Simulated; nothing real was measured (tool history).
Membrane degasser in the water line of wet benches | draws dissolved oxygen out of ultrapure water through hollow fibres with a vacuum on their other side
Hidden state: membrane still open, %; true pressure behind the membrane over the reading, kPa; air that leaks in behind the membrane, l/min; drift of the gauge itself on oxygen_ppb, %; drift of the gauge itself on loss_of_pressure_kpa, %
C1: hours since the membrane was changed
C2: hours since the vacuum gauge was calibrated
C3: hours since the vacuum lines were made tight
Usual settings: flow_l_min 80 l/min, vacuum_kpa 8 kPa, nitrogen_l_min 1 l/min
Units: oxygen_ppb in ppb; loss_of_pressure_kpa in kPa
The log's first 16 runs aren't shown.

run 17 hour=707.9 | flow_l_min=80 vacuum_kpa=8 nitrogen_l_min=1.23 | C1=2277 C2=371 C3=5456 | oxygen_ppb=651.7 loss_of_pressure_kpa=70.43
-- hour=724.6 vacuum gauge calibrated, once more
run 18 hour=738.4 | flow_l_min=58 vacuum_kpa=8 nitrogen_l_min=1.23 | C1=2307 C2=14 C3=5486 | oxygen_ppb=450.6 loss_of_pressure_kpa=50.93
run 19 hour=773.4 | flow_l_min=103 vacuum_kpa=14.29 nitrogen_l_min=1.15 | C1=2342 C2=49 C3=5521 | oxygen_ppb=1574.1 loss_of_pressure_kpa=90.02
run 20 hour=812 | flow_l_min=94 vacuum_kpa=14.29 nitrogen_l_min=1.09 | C1=2380 C2=87 C3=5559 | oxygen_ppb=1509.3 loss_of_pressure_kpa=82.7
run 21 hour=876.7 | flow_l_min=94 vacuum_kpa=14.29 nitrogen_l_min=1.09 | C1=2445 C2=152 C3=5624 | oxygen_ppb=1515.2 loss_of_pressure_kpa=82.41
run 22 hour=907 | flow_l_min=94 vacuum_kpa=14.29 nitrogen_l_min=1.09 | C1=2475 C2=182 C3=5654 | oxygen_ppb=1493.7 loss_of_pressure_kpa=83.15
run 23 hour=944.2 | flow_l_min=59 vacuum_kpa=10.05 nitrogen_l_min=1.29 | C1=2513 C2=220 C3=5691 | oxygen_ppb=612.3 loss_of_pressure_kpa=51.41
run 24 hour=993.9 | flow_l_min=57 vacuum_kpa=8 nitrogen_l_min=2.05 | C1=2562 C2=269 C3=5741 | oxygen_ppb=307.4 loss_of_pressure_kpa=50.21
run 25 hour=1048.8 | flow_l_min=57 vacuum_kpa=8 nitrogen_l_min=2.05 | C1=2617 C2=324 C3=5796 | oxygen_ppb=305.9 loss_of_pressure_kpa=50.39
run 26 hour=1112.3 | flow_l_min=69 vacuum_kpa=16.23 nitrogen_l_min=1.01 | C1=2681 C2=388 C3=5859 | oxygen_ppb=1417 loss_of_pressure_kpa=60.87
run 27 hour=1166.1 | flow_l_min=80 vacuum_kpa=19.53 nitrogen_l_min=2.48 | C1=2735 C2=441 C3=5913 | oxygen_ppb=1076.7 loss_of_pressure_kpa=70.26
run 28 hour=1203.7 | flow_l_min=80 vacuum_kpa=19.53 nitrogen_l_min=2.48 | C1=2772 C2=479 C3=5951 | oxygen_ppb=1076.6 loss_of_pressure_kpa=70.13
run 29 hour=1248.1 | flow_l_min=117 vacuum_kpa=18.72 nitrogen_l_min=0.7 | C1=2816 C2=523 C3=5995 | oxygen_ppb=2738.6 loss_of_pressure_kpa=102.72
run 30 hour=1296.8 | flow_l_min=80 vacuum_kpa=15.97 nitrogen_l_min=0.64 | C1=2865 C2=572 C3=6044 | oxygen_ppb=1974.3 loss_of_pressure_kpa=70.75
run 31 hour=1363.1 | flow_l_min=115 vacuum_kpa=6.5 nitrogen_l_min=1.25 | C1=2932 C2=638 C3=6110 | oxygen_ppb=745.1 loss_of_pressure_kpa=101.23
run 32 hour=1404.7 | flow_l_min=122 vacuum_kpa=7.42 nitrogen_l_min=0.8 | C1=2973 C2=680 C3=6152 | oxygen_ppb=1080.8 loss_of_pressure_kpa=107.3

Forecast each of these 3 alternatives for the next run:
run A hour=1459.5 | flow_l_min=113 vacuum_kpa=15.95 nitrogen_l_min=0.8 | C1=3028 C2=735 C3=6207 | oxygen_ppb=? loss_of_pressure_kpa=?
run B hour=1459.5 | flow_l_min=80 vacuum_kpa=18.2 nitrogen_l_min=1 | C1=3028 C2=735 C3=6207 | oxygen_ppb=? loss_of_pressure_kpa=?
run C hour=1459.5 | flow_l_min=118 vacuum_kpa=15 nitrogen_l_min=1.57 | C1=3028 C2=735 C3=6207 | oxygen_ppb=? loss_of_pressure_kpa=?

run=A oxygen_ppb=2210.3 loss_of_pressure_kpa=99.98
run=B oxygen_ppb=1793.1 loss_of_pressure_kpa=70.59
run=C oxygen_ppb=1574.5 loss_of_pressure_kpa=104.56
Without the tool's hidden state the same runs would have given:
run=A oxygen_ppb=2206.7 loss_of_pressure_kpa=98.47
run=B oxygen_ppb=1790 loss_of_pressure_kpa=69.53
run=C oxygen_ppb=1562.4 loss_of_pressure_kpa=102.98

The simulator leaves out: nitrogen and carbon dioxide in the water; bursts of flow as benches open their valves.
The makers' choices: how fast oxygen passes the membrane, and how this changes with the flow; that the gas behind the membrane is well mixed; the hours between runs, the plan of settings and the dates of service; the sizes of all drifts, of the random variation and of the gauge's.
